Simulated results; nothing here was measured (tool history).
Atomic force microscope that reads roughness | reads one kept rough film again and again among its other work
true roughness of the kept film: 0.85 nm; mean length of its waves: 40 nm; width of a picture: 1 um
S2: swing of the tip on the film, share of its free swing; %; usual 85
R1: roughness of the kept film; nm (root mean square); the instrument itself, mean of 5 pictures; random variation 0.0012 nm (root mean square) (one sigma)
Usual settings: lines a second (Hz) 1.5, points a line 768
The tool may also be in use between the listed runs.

{"run": 1, "hour": 0.0, "lines a second (Hz)": 1.5, "S2": 85, "points a line": 768, "R1": 0.758}
{"run": 2, "hour": 22.6, "lines a second (Hz)": 1.5, "S2": 85, "points a line": 768, "R1": 0.755}
{"run": 3, "hour": 71.0, "lines a second (Hz)": 1.5, "S2": 85, "points a line": 768, "R1": 0.751}
{"run": 4, "hour": 95.4, "lines a second (Hz)": 1.5, "S2": 85, "points a line": 768, "R1": 0.748}
{"run": 5, "hour": 138.2, "lines a second (Hz)": 1.5, "S2": 85, "points a line": 768, "R1": 0.743}
{"run": 6, "hour": 174.7, "lines a second (Hz)": 1.5, "S2": 85, "points a line": 768, "R1": 0.743}
{"hour": 203.1, "done": "new tip fitted"}
{"run": 7, "hour": 209.2, "lines a second (Hz)": 1.5, "S2": 85, "points a line": 768, "R1": 0.758}
{"run": 8, "hour": 248.9, "lines a second (Hz)": 1.5, "S2": 85, "points a line": 768, "R1": 0.753}
{"run": 9, "hour": 298.8, "lines a second (Hz)": 0.92, "S2": 85, "points a line": 768, "R1": 0.78}
{"run": 10, "hour": 334.0, "lines a second (Hz)": 3.84, "S2": 85, "points a line": 768, "R1": 0.64}
{"run": 11, "hour": 374.1, "lines a second (Hz)": 3.84, "S2": 85, "points a line": 768, "R1": 0.637}
{"run": 12, "hour": 398.6, "lines a second (Hz)": 2.56, "S2": 85, "points a line": 768, "R1": 0.688}
{"hour": 402.2, "done": "new tip fitted"}
{"run": 13, "hour": 436.9, "lines a second (Hz)": 2.56, "S2": 85, "points a line": 768, "R1": 0.703}
{"run": 14, "hour": 477.2, "lines a second (Hz)": 2.56, "S2": 85, "points a line": 768, "R1": 0.701}
{"run": 15, "hour": 508.7, "lines a second (Hz)": 1.5, "S2": 85, "points a line": 768, "R1": 0.747}
{"run": 16, "hour": 534.4, "lines a second (Hz)": 1.5, "S2": 85, "points a line": 768, "R1": 0.747}
{"run": 17, "hour": 576.5, "lines a second (Hz)": 1.5, "S2": 85, "points a line": 768, "R1": 0.742}
{"hour": 604.6, "done": "new tip fitted"}
{"run": 18, "hour": 613.7, "lines a second (Hz)": 1.5, "S2": 85, "points a line": 768, "R1": 0.758}
{"run": 19, "hour": 653.5, "lines a second (Hz)": 1.5, "S2": 85, "points a line": 768, "R1": 0.754}
{"run": 20, "hour": 685.7, "lines a second (Hz)": 1.5, "S2": 85, "points a line": 768, "R1": 0.752}
{"run": 21, "hour": 730.2, "lines a second (Hz)": 1.5, "S2": 85, "points a line": 768, "R1": 0.746}
{"run": 22, "hour": 762.0, "lines a second (Hz)": 1.5, "S2": 85, "points a line": 768, "R1": 0.743}
{"run": 23, "hour": 788.1, "lines a second (Hz)": 1.5, "S2": 85, "points a line": 286, "R1": 0.737}
{"hour": 807.0, "done": "new tip fitted"}
{"run": 24, "hour": 836.5, "lines a second (Hz)": 1.5, "S2": 85, "points a line": 286, "R1": 0.752}
{"run": 25, "hour": 877.4, "lines a second (Hz)": 1.5, "S2": 85, "points a line": 286, "R1": 0.748}
{"run": 26, "hour": 903.3, "lines a second (Hz)": 1.5, "S2": 85, "points a line": 286, "R1": 0.748}
{"run": 27, "hour": 939.1, "lines a second (Hz)": 0.58, "S2": 85, "points a line": 625, "R1": 0.799}
{"run": 28, "hour": 970.1, "lines a second (Hz)": 0.77, "S2": 85, "points a line": 625, "R1": 0.783}
{"run": 29, "hour": 1000.0, "lines a second (Hz)": 0.77, "S2": 85, "points a line": 625, "R1": 0.781}
{"hour": 1006.9, "done": "new tip fitted"}
{"run": 30, "hour": 1035.6, "lines a second (Hz)": 1.5, "S2": 85, "points a line": 383, "R1": 0.754}
{"run": 31, "hour": 1069.0, "lines a second (Hz)": 1.5, "S2": 85, "points a line": 659, "R1": 0.753}
{"run": 32, "hour": 1110.1, "lines a second (Hz)": 2.2, "S2": 83, "points a line": 659, "R1": 0.726}
{"run": 33, "hour": 1149.9, "lines a second (Hz)": 2.18, "S2": 71, "points a line": 768, "R1": 0.771}
{"run": 34, "hour": 1183.8, "lines a second (Hz)": 1.62, "S2": 71, "points a line": 768, "R1": 0.782}
{"run": 35, "hour": 1205.2, "lines a second (Hz)": 2.71, "S2": 85, "points a line": 691, "R1": 0.684}
{"hour": 1209.4, "done": "new tip fitted"}
{"run": 36, "hour": 1230.6, "lines a second (Hz)": 2.71, "S2": 85, "points a line": 691, "R1": 0.698}
{"run": 37, "hour": 1256.4, "lines a second (Hz)": 1.87, "S2": 72, "points a line": 768, "R1": 0.785}
{"run": 38, "hour": 1294.3, "lines a second (Hz)": 1.87, "S2": 72, "points a line": 768, "R1": 0.782}
{"run": 39, "hour": 1320.2, "lines a second (Hz)": 0.53, "S2": 80, "points a line": 310, "R1": 0.806}
{"run": 40, "hour": 1370.0, "lines a second (Hz)": 1.5, "S2": 80, "points a line": 320, "R1": 0.759}
{"hour": 1409.2, "done": "new tip fitted"}
{"run": 41, "hour": 1416.0, "lines a second (Hz)": 1.5, "S2": 80, "points a line": 320, "R1": 0.773}
{"run": 42, "hour": 1440.9, "lines a second (Hz)": 0.65, "S2": 85, "points a line": 780, "R1": 0.805}
{"run": 43, "hour": 1463.5, "lines a second (Hz)": 2.93, "S2": 80, "points a line": 1006, "R1": 0.715}
{"run": 44, "hour": 1494.5, "lines a second (Hz)": 2.93, "S2": 80, "points a line": 1006, "R1": 0.712}
{"run": 45, "hour": 1526.3, "lines a second (Hz)": 1.58, "S2": 65, "points a line": 664, "R1": 0.803}
{"run": 46, "hour": 1549.3, "lines a second (Hz)": 1.58, "S2": 75, "points a line": 287, "R1": 0.771}
{"run": 47, "hour": 1582.5, "lines a second (Hz)": 3.08, "S2": 85, "points a line": 1013, "R1": 0.67}
{"hour": 1613.0, "done": "new tip fitted"}
{"run": 48, "hour": 1615.1, "lines a second (Hz)": 1.21, "S2": 61, "points a line": 384, "R1": 0.824}
{"run": 49, "hour": 1643.5, "lines a second (Hz)": 1.5, "S2": 56, "points a line": 768, "R1": 0.827}
{"run": 50, "hour": 1685.7, "lines a second (Hz)": 1.06, "S2": 68, "points a line": 768, "R1": 0.815}
{"run": 51, "hour": 1711.9, "lines a second (Hz)": 2.14, "S2": 66, "points a line": 332, "R1": 0.786}
{"run": 52, "hour": 1745.0, "lines a second (Hz)": 1.5, "S2": 85, "points a line": 869, "R1": 0.748}

The same runs without the tool's hidden state, with the same run-to-run variation:
The hidden state here: radius of the tip, nm; height scale over the true one, %; drift of the gauge itself on roughness_nm, %.
run=1 R1=0.753
run=2 R1=0.752
run=3 R1=0.752
run=4 R1=0.752
run=5 R1=0.751
run=6 R1=0.754
run=7 R1=0.753
run=8 R1=0.752
run=9 R1=0.784
run=10 R1=0.646
run=11 R1=0.647
run=12 R1=0.7
run=13 R1=0.701
run=14 R1=0.703
run=15 R1=0.752
run=16 R1=0.754
run=17 R1=0.752
run=18 R1=0.753
run=19 R1=0.753
run=20 R1=0.754
run=21 R1=0.752
run=22 R1=0.751
run=23 R1=0.748
run=24 R1=0.749
run=25 R1=0.748
run=26 R1=0.75
run=27 R1=0.805
run=28 R1=0.792
run=29 R1=0.793
run=30 R1=0.751
run=31 R1=0.752
run=32 R1=0.728
run=33 R1=0.778
run=34 R1=0.792
run=35 R1=0.694
run=36 R1=0.693
run=37 R1=0.782
run=38 R1=0.783
run=39 R1=0.809
run=40 R1=0.767
run=41 R1=0.766
run=42 R1=0.8
run=43 R1=0.713
run=44 R1=0.712
run=45 R1=0.806
run=46 R1=0.777
run=47 R1=0.678
run=48 R1=0.816
run=49 R1=0.822
run=50 R1=0.814
run=51 R1=0.789
run=52 R1=0.753

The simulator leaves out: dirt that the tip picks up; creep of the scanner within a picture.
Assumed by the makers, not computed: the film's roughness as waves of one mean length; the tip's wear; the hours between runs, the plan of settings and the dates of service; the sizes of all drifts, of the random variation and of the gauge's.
